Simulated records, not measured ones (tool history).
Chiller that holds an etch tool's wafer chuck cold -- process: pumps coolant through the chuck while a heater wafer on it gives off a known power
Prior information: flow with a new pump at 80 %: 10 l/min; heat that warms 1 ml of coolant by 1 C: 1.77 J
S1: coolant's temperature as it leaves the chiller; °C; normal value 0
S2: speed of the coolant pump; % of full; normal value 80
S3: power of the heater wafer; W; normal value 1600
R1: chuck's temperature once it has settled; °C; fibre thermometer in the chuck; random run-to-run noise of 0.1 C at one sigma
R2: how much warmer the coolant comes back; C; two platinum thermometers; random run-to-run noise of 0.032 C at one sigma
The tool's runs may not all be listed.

Run 1, day 0: usual settings. Result: R1 17.7 °C, R2 5.37 C.
Run 2, day 2.525: usual settings. Result: R1 17.7 °C, R2 5.33 C.
Run 3, day 5.325: usual settings. Result: R1 17.8 °C, R2 5.32 C.
Run 4, day 8.233: usual settings. Result: R1 17.7 °C, R2 5.34 C.
Run 5, day 10.75: usual settings. Result: R1 17.7 °C, R2 5.35 C.
Run 6, day 13.217: usual settings. Result: R1 17.8 °C, R2 5.42 C.
Run 7, day 15.379: usual settings. Result: R1 17.8 °C, R2 5.44 C.
Run 8, day 18.971: usual settings. Result: R1 18 °C, R2 5.41 C.
Run 9, day 21.929: usual settings. Result: R1 17.9 °C, R2 5.35 C.
Run 10, day 24.346: usual settings. Result: R1 17.7 °C, R2 5.41 C.
Run 11, day 26.004: usual settings. Result: R1 17.9 °C, R2 5.42 C.
Run 12, day 29.567: usual settings but S1 5 °C, S2 60 % of full, S3 1809 W. Result: R1 32 °C, R2 8.38 C.
Run 13, day 31.696: usual settings but S1 8 °C, S2 92 % of full, S3 1663 W. Result: R1 24.2 °C, R2 4.78 C.
Run 14, day 33.575: usual settings but S1 8 °C, S2 92 % of full, S3 1663 W. Result: R1 24.2 °C, R2 4.8 C.
Run 15, day 37.483: usual settings but S1 -5 °C. Result: R1 13 °C, R2 5.41 C.
Run 16, day 41.208: usual settings but S1 3 °C, S2 94 % of full, S3 1778 W. Result: R1 20 °C, R2 5 C.
Run 17, day 44.675: usual settings but S1 3 °C, S2 94 % of full, S3 1778 W. Result: R1 20.1 °C, R2 5.06 C.
Run 18, day 46.796: usual settings but S1 7 °C, S2 93 % of full, S3 820 W. Result: R1 14.7 °C, R2 2.32 C.
Run 19, day 48.554: usual settings but S1 5 °C, S2 64 % of full. Result: R1 27.7 °C, R2 6.93 C.
Run 20, day 50.933: usual settings but S1 1 °C, S2 82 % of full. Result: R1 18.6 °C, R2 5.33 C.
Run 21, day 52.75: usual settings but S1 1 °C, S2 82 % of full. Result: R1 18.7 °C, R2 5.23 C.
Run 22, day 56.767: usual settings but S1 1 °C, S2 82 % of full. Result: R1 18.9 °C, R2 5.27 C.

Alternative continuations, all from the tool just after run 22; predict every row:
Run A, day 60.033: usual settings but S1 1 °C, S2 62 % of full. Result: R1 ?, R2 ?.
Run B, day 60.033: usual settings but S1 -10 °C, S2 86 % of full, S3 1514 W. Result: R1 ?, R2 ?.
Run C, day 60.033: usual settings but S1 1 °C, S2 74 % of full. Result: R1 ?, R2 ?.

run    R1    R2
  A  24.8  7.24
  B   5.9  4.75
  C  20.6  5.91
Take away the tool's hidden state, keep each run's random variation, and the runs would have read:
run   R1    R2
  A   24  7.24
  B  5.5  4.75
  C   20  5.91
